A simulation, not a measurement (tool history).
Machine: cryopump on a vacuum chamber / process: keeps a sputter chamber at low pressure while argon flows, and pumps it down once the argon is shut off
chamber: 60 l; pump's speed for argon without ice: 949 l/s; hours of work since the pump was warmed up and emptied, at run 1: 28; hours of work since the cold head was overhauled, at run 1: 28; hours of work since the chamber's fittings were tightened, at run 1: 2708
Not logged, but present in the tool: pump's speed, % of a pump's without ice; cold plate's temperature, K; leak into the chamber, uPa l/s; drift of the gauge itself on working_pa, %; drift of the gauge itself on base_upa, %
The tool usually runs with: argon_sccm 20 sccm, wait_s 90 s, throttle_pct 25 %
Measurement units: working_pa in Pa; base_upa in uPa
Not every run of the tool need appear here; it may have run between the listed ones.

run    hour  argon_sccm  wait_s  throttle_pct  hours of work since the pump was warmed up and emptied  hours of work since the cold head was overhauled  hours of work since the chamber's fittings were tightened  working_pa  base_upa
  1     0.0          20      90            25                                                      28                                                28                                                       2708      0.1442      2.30
  2    33.0          20      90            25                                                      42                                                42                                                       2723      0.1443      2.26
  3    69.4          20      90            25                                                      58                                                58                                                       2738      0.1456      2.35
  4    94.7          20      90            25                                                      69                                                69                                                       2749      0.1431      2.31
  5   141.2          20      90            25                                                      88                                                88                                                       2769      0.1459      2.41
  6   185.2          20      58            25                                                     107                                               107                                                       2787      0.1455      2.95
  7   215.9          20      58            25                                                     120                                               120                                                       2801      0.1467      3.02
  8   247.3          20      58            25                                                     134                                               134                                                       2814      0.1463      2.94
  9   273.8          20      90            22                                                     145                                               145                                                       2825      0.1667      2.41
 10   317.2          20      90            25                                                     164                                               164                                                       2844      0.1473      2.49
 11   342.5          20      90            25                                                     174                                               174                                                       2855      0.1485      2.47
 12   374.5          20     213            25                                                     188                                               188                                                       2868      0.1480      1.95
 13   425.5          20     213            25                                                     210                                               210                                                       2890      0.1488      1.94
 14   453.2          20     213            25                                                     222                                               222                                                       2902      0.1485      1.96
 15   500.5          20     213            25                                                     242                                               242                                                       2922      0.1512      2.03
 16   545.7          20     213            25                                                     261                                               261                                                       2941      0.1519      2.00
      570.2  -- leaking fittings of the chamber tightened, without venting
 17   591.7          20     213            25                                                     280                                               280                                                          9      0.1539      0.82
 18   640.7          20     213            25                                                     301                                               301                                                         30      0.1535      0.85
 19   687.1          20     106            38                                                     321                                               321                                                         50      0.1045      1.36
 20   713.3           9      31            17                                                     332                                               332                                                         61      0.1001      3.47
 21   742.4          37     105            15                                                     344                                               344                                                         73      0.4630      1.36
 22   776.6          29     130            24                                                     359                                               359                                                         88      0.2338      1.20
 23   820.6          29     130            24                                                     377                                               377                                                        107      0.2345      1.22
 24   853.2          17      81            25                                                     391                                               391                                                        121      0.1342      1.68
 25   889.3          17      81            51                                                     407                                               407                                                        136      0.0725      1.72
 26   934.8          26      81            51                                                     426                                               426                                                        156      0.1125      1.76
 27   962.1          27      81            48                                                     438                                               438                                                        167      0.1234      1.79
      982.3  -- pump warmed up, emptied and cooled again
 28  1002.3          27      81            48                                                       9                                               453                                                        182      0.1012      1.56
 29  1052.1          27      81            48                                                      30                                               474                                                        204      0.1016      1.62
 30  1085.0          20     246            25                                                      44                                               488                                                        218      0.1441      0.82
 31  1117.1          25     168            52                                                      58                                               502                                                        231      0.0886      0.95
 32  1167.7          13     118            25                                                      79                                               523                                                        253      0.0943      1.23
 33  1204.6          13     118            25                                                      95                                               539                                                        269      0.0952      1.28
 34  1247.8          13     118            25                                                     113                                               558                                                        287      0.0961      1.22
 35  1287.6          13     118            25                                                     130                                               575                                                        304      0.0947      1.22

How would selected steps in working_pa from run to run divide? Give the signed amount a tool lacking its hidden state would still show from settings, what came in and random variation, and the signed amount left for the hidden state, including any gauge scatter that is not in both of the compared results.
Run 20 -> 21: argon_sccm 9 -> 37, wait_s 31 -> 105, throttle_pct 17 -> 15. working_pa +0.3629 Pa: hidden state +0.0178, all else +0.3451.
Run 21 -> 22: argon_sccm 37 -> 29, wait_s 105 -> 130, throttle_pct 15 -> 24. working_pa -0.2292 Pa: hidden state -0.0041, all else -0.2251.
Run 23 -> 24: argon_sccm 29 -> 17, wait_s 130 -> 81, throttle_pct 24 -> 25. working_pa -0.1003 Pa: hidden state -0.0076, all else -0.0927.
Run 25 -> 26: argon_sccm 17 -> 26. working_pa +0.0400 Pa: hidden state +0.0083, all else +0.0317.
Run 27 -> 28: pump warmed up, emptied and cooled again. working_pa -0.0222 Pa: hidden state -0.0221, all else -0.0001.
